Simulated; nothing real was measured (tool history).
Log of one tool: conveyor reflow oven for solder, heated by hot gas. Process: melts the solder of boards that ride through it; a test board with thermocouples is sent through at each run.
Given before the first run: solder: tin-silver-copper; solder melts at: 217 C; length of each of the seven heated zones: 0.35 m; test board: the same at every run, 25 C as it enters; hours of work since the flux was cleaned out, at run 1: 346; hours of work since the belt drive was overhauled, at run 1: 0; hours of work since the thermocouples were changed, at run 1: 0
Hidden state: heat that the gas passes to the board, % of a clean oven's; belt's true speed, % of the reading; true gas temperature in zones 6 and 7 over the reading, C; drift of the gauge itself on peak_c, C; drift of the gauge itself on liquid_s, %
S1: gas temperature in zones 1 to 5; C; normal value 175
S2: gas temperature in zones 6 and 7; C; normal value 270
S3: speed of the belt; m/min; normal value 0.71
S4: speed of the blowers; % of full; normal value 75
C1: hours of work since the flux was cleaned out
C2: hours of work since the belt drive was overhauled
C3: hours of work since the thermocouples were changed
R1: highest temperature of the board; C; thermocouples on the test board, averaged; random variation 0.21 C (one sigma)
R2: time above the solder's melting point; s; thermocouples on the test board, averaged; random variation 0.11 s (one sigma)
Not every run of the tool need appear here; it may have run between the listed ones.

| run | hour | S1 | S2 | S3 | S4 | C1 | C2 | C3 | R1 | R2 |
|---|---|---|---|---|---|---|---|---|---|---|
| 1 | 0 | 175 | 270 | 0.71 | 75 | 346 | 0 | 0 | 259 | 48.5 |
| 2 | 73.3 | 175 | 270 | 0.71 | 75 | 395 | 49 | 49 | 258.6 | 48.5 |
|  | 106.4 | flux residue cleaned out of gas plates and filters |
| 3 | 128.9 | 175 | 270 | 0.71 | 75 | 15 | 83 | 83 | 258.6 | 48.5 |
| 4 | 222.9 | 175 | 270 | 0.811 | 75 | 78 | 145 | 145 | 255.1 | 40.1 |
| 5 | 285.8 | 175 | 270 | 0.691 | 75 | 119 | 187 | 187 | 259.7 | 50.2 |
| 6 | 341.9 | 175 | 270 | 0.71 | 75 | 157 | 224 | 224 | 259 | 48.5 |
| 7 | 437.9 | 175 | 270 | 0.71 | 75 | 221 | 288 | 288 | 258.7 | 48.4 |
| 8 | 506.3 | 175 | 265 | 0.71 | 75 | 266 | 334 | 334 | 253.8 | 46.5 |
| 9 | 590.2 | 175 | 265 | 0.71 | 75 | 322 | 390 | 390 | 254.1 | 46.6 |

Forecast run 10:
| 10 | 659.6 | 175 | 270 | 0.796 | 75 | 369 | 436 | 436 | ? | ? |

R1: 255.4 C
R2: 41.5 s
With no hidden state in the tool, this same run would have given R1 255.4 C, R2 41.5 s.

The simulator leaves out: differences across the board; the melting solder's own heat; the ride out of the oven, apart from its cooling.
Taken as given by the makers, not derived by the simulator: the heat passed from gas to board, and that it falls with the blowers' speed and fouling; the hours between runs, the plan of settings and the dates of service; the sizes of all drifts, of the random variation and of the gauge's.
